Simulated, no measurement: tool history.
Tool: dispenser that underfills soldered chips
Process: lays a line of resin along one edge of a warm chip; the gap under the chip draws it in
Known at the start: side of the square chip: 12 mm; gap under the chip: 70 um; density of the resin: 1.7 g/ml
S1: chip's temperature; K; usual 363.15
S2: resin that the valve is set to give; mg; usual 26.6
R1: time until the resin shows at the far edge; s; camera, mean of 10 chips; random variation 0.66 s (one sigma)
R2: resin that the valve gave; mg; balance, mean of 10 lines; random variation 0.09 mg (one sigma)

| run | hour | S1 | S2 | R1 | R2 |
|---|---|---|---|---|---|
| 1 | 0 | 363.15 | 26.6 | 65.2 | 25.05 |
| 2 | 5.7 | 355.15 | 26.6 | 114.8 | 25.12 |
|  | 7 | new syringe of resin |
| 3 | 9.6 | 364.15 | 26.6 | 59.3 | 25.24 |
| 4 | 12.8 | 364.15 | 26.6 | 67 | 25.19 |
|  | 15.7 | dispensing valve cleaned and set on the balance |
|  | 18.5 | new syringe of resin |
| 5 | 19.6 | 373.15 | 26.6 | 39.2 | 26.66 |
| 6 | 22.8 | 373.15 | 26.6 | 42.9 | 26.6 |
| 7 | 28.1 | 373.15 | 26.6 | 50.3 | 26.62 |
|  | 29 | new syringe of resin |
| 8 | 31.2 | 373.15 | 26.6 | 40.9 | 26.39 |
| 9 | 35.2 | 373.15 | 26.6 | 45.6 | 26.54 |
|  | 39.3 | new syringe of resin |
| 10 | 41 | 363.15 | 34.4 | 58.7 | 34.34 |
| 11 | 45.6 | 363.15 | 26.6 | 71.5 | 26.54 |
| 12 | 48.5 | 363.15 | 26.6 | 77.5 | 26.5 |
|  | 49.9 | new syringe of resin |
| 13 | 54.1 | 363.15 | 26.6 | 65.4 | 26.46 |
| 14 | 58.8 | 363.15 | 24.1 | 76.1 | 23.91 |
|  | 60.5 | new syringe of resin |
| 15 | 64.9 | 363.15 | 24.1 | 68.4 | 23.62 |
| 16 | 68 | 363.15 | 24.1 | 76.6 | 23.7 |
|  | 70.9 | new syringe of resin |
| 17 | 73.4 | 363.15 | 33.3 | 61.9 | 32.79 |
| 18 | 77.7 | 363.15 | 33.3 | 71.2 | 32.95 |
|  | 81.4 | new syringe of resin |
| 19 | 82.1 | 363.15 | 33.3 | 58.4 | 32.69 |
| 20 | 85.6 | 363.15 | 32.7 | 63.6 | 32.15 |
| 21 | 88.4 | 363.15 | 32.7 | 69.9 | 32.09 |
|  | 91.8 | new syringe of resin |
| 22 | 94.4 | 363.15 | 32.7 | 62.6 | 32.05 |
| 23 | 100 | 377.15 | 32.4 | 39.8 | 31.55 |
|  | 102.3 | new syringe of resin |
| 24 | 103.5 | 377.15 | 32.4 | 32 | 31.58 |
| 25 | 106.1 | 377.15 | 32.4 | 35.1 | 31.56 |
| 26 | 111.8 | 377.15 | 32.4 | 41.8 | 31.75 |
|  | 112.6 | new syringe of resin |
| 27 | 115.3 | 363.15 | 30 | 62.6 | 29.07 |
| 28 | 117.7 | 372.15 | 24.2 | 46.4 | 23.51 |
|  | 123.1 | new syringe of resin |
| 29 | 123.1 | 351.15 | 24 | 102.4 | 23.46 |
| 30 | 127.1 | 363.15 | 25 | 67.2 | 24.42 |
| 31 | 131.9 | 363.15 | 25 | 76.9 | 24.37 |
|  | 133.4 | new syringe of resin |
| 32 | 137.1 | 374.15 | 25.8 | 39.7 | 25.03 |
| 33 | 142.7 | 363.15 | 32.2 | 78.1 | 31.22 |
|  | 143.9 | new syringe of resin |
| 34 | 148.4 | 363.15 | 32.2 | 66.7 | 31.08 |
| 35 | 153.1 | 363.15 | 32.2 | 77.4 | 31.22 |
|  | 154.2 | new syringe of resin |
| 36 | 157.7 | 349.15 | 25.4 | 125.6 | 24.51 |
| 37 | 161.5 | 349.15 | 25.4 | 141.2 | 24.33 |

Forecast each of these 3 alternatives for the next run:
|  | 164.7 | new syringe of resin |
| A | 165 | 349.15 | 24.2 | ? | ? |
|  | 164.7 | new syringe of resin |
| B | 165 | 363.15 | 34.1 | ? | ? |
|  | 164.7 | new syringe of resin |
| C | 165 | 372.15 | 28 | ? | ? |

| run | R1 | R2 |
|---|---|---|
| A | 113.6 | 23.29 |
| B | 56.5 | 32.77 |
| C | 38.5 | 26.83 |
Without the tool's hidden state the same runs would have given:
| run | R1 | R2 |
|---|---|---|
| A | 116.4 | 24.2 |
| B | 58.1 | 34.04 |
| C | 39.4 | 27.88 |
